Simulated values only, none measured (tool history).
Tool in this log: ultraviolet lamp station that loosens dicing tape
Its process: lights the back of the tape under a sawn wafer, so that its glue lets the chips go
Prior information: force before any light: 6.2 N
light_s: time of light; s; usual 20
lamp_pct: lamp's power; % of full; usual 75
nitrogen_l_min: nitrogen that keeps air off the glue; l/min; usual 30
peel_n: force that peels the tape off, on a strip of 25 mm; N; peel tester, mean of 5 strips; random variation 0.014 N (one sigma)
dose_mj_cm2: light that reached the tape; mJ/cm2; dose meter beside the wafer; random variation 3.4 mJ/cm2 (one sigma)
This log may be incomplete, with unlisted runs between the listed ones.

run 1 hour=0.0 | light_s=20 lamp_pct=75 nitrogen_l_min=30 | peel_n=1.038 dose_mj_cm2=431
run 2 hour=34.3 | light_s=40 lamp_pct=75 nitrogen_l_min=30 | peel_n=0.353 dose_mj_cm2=850
run 3 hour=62.8 | light_s=20 lamp_pct=75 nitrogen_l_min=25 | peel_n=1.207 dose_mj_cm2=425
run 4 hour=91.7 | light_s=20 lamp_pct=75 nitrogen_l_min=25 | peel_n=1.202 dose_mj_cm2=418
run 5 hour=110.8 | light_s=20 lamp_pct=75 nitrogen_l_min=31 | peel_n=1.101 dose_mj_cm2=418
run 6 hour=143.8 | light_s=20 lamp_pct=75 nitrogen_l_min=31 | peel_n=1.106 dose_mj_cm2=409
run 7 hour=176.9 | light_s=20 lamp_pct=75 nitrogen_l_min=10 | peel_n=1.988 dose_mj_cm2=409
run 8 hour=209.2 | light_s=20 lamp_pct=88 nitrogen_l_min=30 | peel_n=0.891 dose_mj_cm2=472
run 9 hour=232.8 | light_s=20 lamp_pct=94 nitrogen_l_min=30 | peel_n=0.993 dose_mj_cm2=437
run 10 hour=256.9 | light_s=20 lamp_pct=75 nitrogen_l_min=30 | peel_n=1.438 dose_mj_cm2=343
run 11 hour=275.5 | light_s=22 lamp_pct=75 nitrogen_l_min=30 | peel_n=1.239 dose_mj_cm2=372
run 12 hour=291.4 | light_s=22 lamp_pct=75 nitrogen_l_min=30 | peel_n=1.292 dose_mj_cm2=374
run 13 hour=312.4 | light_s=20 lamp_pct=75 nitrogen_l_min=30 | peel_n=1.451 dose_mj_cm2=334
run 14 hour=343.7 | light_s=20 lamp_pct=75 nitrogen_l_min=30 | peel_n=1.484 dose_mj_cm2=330
run 15 hour=380.3 | light_s=20 lamp_pct=75 nitrogen_l_min=30 | peel_n=0.920 dose_mj_cm2=468
run 16 hour=403.1 | light_s=20 lamp_pct=75 nitrogen_l_min=36 | peel_n=0.845 dose_mj_cm2=461
run 17 hour=427.9 | light_s=20 lamp_pct=75 nitrogen_l_min=30 | peel_n=0.935 dose_mj_cm2=457
run 18 hour=449.2 | light_s=20 lamp_pct=75 nitrogen_l_min=30 | peel_n=0.926 dose_mj_cm2=453
run 19 hour=484.7 | light_s=15 lamp_pct=75 nitrogen_l_min=30 | peel_n=1.507 dose_mj_cm2=340
run 20 hour=509.8 | light_s=15 lamp_pct=75 nitrogen_l_min=30 | peel_n=1.486 dose_mj_cm2=333
run 21 hour=543.0 | light_s=20 lamp_pct=80 nitrogen_l_min=30 | peel_n=0.893 dose_mj_cm2=466
run 22 hour=574.9 | light_s=20 lamp_pct=80 nitrogen_l_min=30 | peel_n=0.931 dose_mj_cm2=466
run 23 hour=595.7 | light_s=12 lamp_pct=91 nitrogen_l_min=13 | peel_n=2.293 dose_mj_cm2=312
run 24 hour=623.1 | light_s=23 lamp_pct=66 nitrogen_l_min=34 | peel_n=0.936 dose_mj_cm2=430
run 25 hour=646.2 | light_s=30 lamp_pct=92 nitrogen_l_min=16 | peel_n=0.585 dose_mj_cm2=785
run 26 hour=666.7 | light_s=30 lamp_pct=92 nitrogen_l_min=16 | peel_n=0.606 dose_mj_cm2=781
run 27 hour=698.5 | light_s=20 lamp_pct=65 nitrogen_l_min=30 | peel_n=1.345 dose_mj_cm2=362
run 28 hour=734.1 | light_s=35 lamp_pct=82 nitrogen_l_min=47 | peel_n=0.338 dose_mj_cm2=792
run 29 hour=752.1 | light_s=38 lamp_pct=93 nitrogen_l_min=48 | peel_n=0.275 dose_mj_cm2=957
run 30 hour=776.2 | light_s=38 lamp_pct=93 nitrogen_l_min=48 | peel_n=0.268 dose_mj_cm2=952
run 31 hour=801.3 | light_s=28 lamp_pct=93 nitrogen_l_min=48 | peel_n=0.378 dose_mj_cm2=696
run 32 hour=822.8 | light_s=23 lamp_pct=63 nitrogen_l_min=48 | peel_n=0.918 dose_mj_cm2=381
run 33 hour=842.2 | light_s=27 lamp_pct=62 nitrogen_l_min=48 | peel_n=0.752 dose_mj_cm2=438
run 34 hour=875.1 | light_s=27 lamp_pct=62 nitrogen_l_min=48 | peel_n=0.802 dose_mj_cm2=436
run 35 hour=902.7 | light_s=29 lamp_pct=61 nitrogen_l_min=27 | peel_n=1.004 dose_mj_cm2=452
run 36 hour=939.7 | light_s=22 lamp_pct=78 nitrogen_l_min=39 | peel_n=0.922 dose_mj_cm2=430
run 37 hour=962.9 | light_s=22 lamp_pct=78 nitrogen_l_min=39 | peel_n=0.901 dose_mj_cm2=435
run 38 hour=993.0 | light_s=22 lamp_pct=78 nitrogen_l_min=39 | peel_n=0.898 dose_mj_cm2=424
run 39 hour=1008.5 | light_s=20 lamp_pct=65 nitrogen_l_min=39 | peel_n=1.399 dose_mj_cm2=320
run 40 hour=1040.9 | light_s=20 lamp_pct=68 nitrogen_l_min=55 | peel_n=1.155 dose_mj_cm2=330
run 41 hour=1060.7 | light_s=29 lamp_pct=70 nitrogen_l_min=47 | peel_n=0.652 dose_mj_cm2=494
run 42 hour=1095.2 | light_s=11 lamp_pct=75 nitrogen_l_min=14 | peel_n=3.323 dose_mj_cm2=195
run 43 hour=1127.5 | light_s=13 lamp_pct=77 nitrogen_l_min=18 | peel_n=2.577 dose_mj_cm2=233
run 44 hour=1149.1 | light_s=20 lamp_pct=81 nitrogen_l_min=30 | peel_n=1.246 dose_mj_cm2=374

Missing from the log above: 2 entries noted between runs. For each, name the pair of listed runs it sits between and say how the tool's hidden condition differs from the listed run just before to the listed run just after:
Runs 8 to 9: window cleaned of glue's vapour (hour 228.6)
  lamp's light, % of a new lamp's: 86.1 -> 85.8; light that the window lets through, % of a clean one's: 82.7 -> 71.8
  difference, measured minus the result without the unlogged condition, peel_n: +0.383 -> +0.542 N; dose_mj_cm2: -191 -> -272 mJ/cm2
Runs 14 to 15: window cleaned of glue's vapour, once more (hour 376.1)
  lamp's light, % of a new lamp's: 84.4 -> 83.9; light that the window lets through, % of a clean one's: 69.7 -> 99
  difference, measured minus the result without the unlogged condition, peel_n: +0.821 -> +0.243 N; dose_mj_cm2: -230 -> -95 mJ/cm2
